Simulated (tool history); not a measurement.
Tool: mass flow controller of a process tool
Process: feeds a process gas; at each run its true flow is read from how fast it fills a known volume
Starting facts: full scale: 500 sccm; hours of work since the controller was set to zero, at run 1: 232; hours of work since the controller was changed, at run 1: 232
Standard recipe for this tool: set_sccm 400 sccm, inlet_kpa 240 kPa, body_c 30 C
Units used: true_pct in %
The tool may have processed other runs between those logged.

| run | hour | set_sccm | inlet_kpa | body_c | hours of work since the controller was set to zero | hours of work since the controller was changed | true_pct |
|---|---|---|---|---|---|---|---|
| 1 | 0 | 400 | 240 | 30 | 232 | 232 | 99.86 |
| 2 | 86.3 | 400 | 216 | 30 | 268 | 268 | 100 |
| 3 | 187.4 | 400 | 216 | 30 | 311 | 311 | 100.03 |
| 4 | 332.3 | 400 | 216 | 30 | 372 | 372 | 100.04 |
| 5 | 410.6 | 400 | 216 | 30 | 405 | 405 | 100 |
| 6 | 506.5 | 54 | 240 | 30 | 445 | 445 | 97.68 |
| 7 | 622 | 400 | 232 | 30 | 494 | 494 | 99.96 |
| 8 | 749.4 | 400 | 232 | 30 | 547 | 547 | 99.94 |
| 9 | 867.9 | 400 | 232 | 30 | 597 | 597 | 99.93 |
| 10 | 953.3 | 214 | 172 | 39 | 633 | 633 | 100.06 |
| 11 | 1088.1 | 119 | 159 | 25 | 690 | 690 | 98 |
| 12 | 1228.9 | 400 | 164 | 29 | 749 | 749 | 100.1 |
| 13 | 1372.6 | 178 | 160 | 20 | 810 | 810 | 98.09 |
| 14 | 1449.4 | 178 | 160 | 20 | 842 | 842 | 97.98 |
| 15 | 1579.2 | 234 | 174 | 35 | 897 | 897 | 99.68 |
| 16 | 1671.9 | 71 | 198 | 25 | 936 | 936 | 96.92 |
| 17 | 1772.4 | 400 | 240 | 31 | 978 | 978 | 100.12 |

Measured minus without-hidden-state, run by run (identical run-to-run variation in each term; gauge scatter may differ):
Hidden conditions of the tool in this case: flow at rest that the sensor doesn't see, % of full scale; true flow over the shown one, %; drift of the gauge itself on true_pct, %.
| run | true_pct |
|---|---|
| 1 | -0.01 |
| 2 | +0 |
| 3 | +0 |
| 4 | +0.02 |
| 5 | +0.02 |
| 6 | -0.77 |
| 7 | +0.04 |
| 8 | +0.06 |
| 9 | +0.06 |
| 10 | -0.08 |
| 11 | -0.36 |
| 12 | +0.09 |
| 13 | -0.16 |
| 14 | -0.16 |
| 15 | -0.04 |
| 16 | -0.98 |
| 17 | +0.13 |
